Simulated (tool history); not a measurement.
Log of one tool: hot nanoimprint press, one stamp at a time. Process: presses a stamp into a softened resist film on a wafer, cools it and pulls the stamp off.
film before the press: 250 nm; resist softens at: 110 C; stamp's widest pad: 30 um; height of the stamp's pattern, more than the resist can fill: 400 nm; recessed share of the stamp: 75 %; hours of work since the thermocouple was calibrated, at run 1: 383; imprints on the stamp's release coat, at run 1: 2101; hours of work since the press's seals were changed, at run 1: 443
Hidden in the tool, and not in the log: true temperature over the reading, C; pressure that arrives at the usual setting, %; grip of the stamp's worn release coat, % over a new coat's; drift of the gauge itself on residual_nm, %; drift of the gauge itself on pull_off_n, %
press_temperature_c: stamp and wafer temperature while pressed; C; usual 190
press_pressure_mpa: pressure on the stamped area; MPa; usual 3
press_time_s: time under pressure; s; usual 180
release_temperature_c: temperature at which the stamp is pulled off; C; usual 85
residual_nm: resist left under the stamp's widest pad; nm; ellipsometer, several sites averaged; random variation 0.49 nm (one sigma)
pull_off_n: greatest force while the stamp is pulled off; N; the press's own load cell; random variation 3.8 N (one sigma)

run,hour,press_temperature_c,press_pressure_mpa,press_time_s,release_temperature_c,hours of work since the thermocouple was calibrated,imprints on the stamp's release coat,hours of work since the press's seals were changed,residual_nm,pull_off_n
1,0,190,3,180,85,383,2101,443,141.2,277
2,29.7,190,3,90,85,405,2221,465,171.8,284
# hour 44.5: plate thermocouple calibrated
# hour 50.5: stamp cleaned and given a new release coat
3,87,190,3,113,85,27,147,501,166.6,191
4,126.1,190,3,113,85,55,305,529,166.3,201
5,173.4,190,3,180,85,90,495,564,147.1,209
6,202.6,190,3,180,85,112,613,585,147.5,207
7,244.8,190,3,180,85,143,783,616,148.3,223
8,268.9,190,3,226,85,160,880,634,136.7,223
9,296.6,190,3,226,85,181,991,654,138.8,233
10,331.8,190,3,229,85,206,1133,680,138,242
# hour 354.2: plate thermocouple calibrated, once more
11,365.4,190,3,313,85,8,1256,703,112.6,240
12,409,190,3,180,85,40,1432,735,138,247
13,436.5,190,3,180,85,60,1543,755,137.4,255
14,463,190,3,117,85,80,1649,774,156.8,253
# hour 475.6: press's hydraulic seals changed and the load cell set to zero
15,506.8,202,3,180,85,106,1794,23,94.2,263
16,529.2,202,3,180,85,123,1884,39,94.5,272
17,580.4,202,3,180,85,160,2090,77,95.9,285
# hour 629.3: stamp cleaned and given a new release coat
18,631.1,191,3.58,287,70,193,7,110,104,195
19,685.6,193,2.6,327,80,233,226,150,109.5,200
20,708.2,188,2.5,245,71,249,317,166,143.2,211
21,735.4,190,3,141,89,269,427,186,149.5,197
22,776.8,185,3,100,85,300,593,217,185.5,215
23,829.2,190,1.93,180,85,338,804,255,165,223
24,860.2,201,4.18,180,85,361,929,278,84.9,220
25,892.8,184,2.32,139,79,385,1061,302,191.7,250
# hour 934.9: plate thermocouple calibrated
26,941.4,184,2.32,139,79,5,1244,335,186.6,252
27,985.6,184,2.32,139,79,37,1422,368,186.2,264
28,1029.1,194,3,180,85,69,1597,399,122.3,257
29,1063.3,185,3,180,85,94,1735,425,159.3,261

5 ways to go on from here, each from the tool as it stands after run 29. What would each give?
A,1108.9,185,3,273,85,128,1919,458,?,?
B,1108.9,183,3,180,85,128,1919,458,?,?
C,1108.9,185,2.17,180,85,128,1919,458,?,?
D,1108.9,190,1.85,180,85,128,1919,458,?,?
E,1108.9,185,3.79,180,85,128,1919,458,?,?

run,residual_nm,pull_off_n
A,141.9,277
B,167.9,272
C,177.9,279
D,166.3,277
E,145.7,277
Without the tool's hidden state the same runs would have given:
run,residual_nm,pull_off_n
A,138.3,185
B,164.4,183
C,174.8,187
D,163.4,185
E,141.8,185
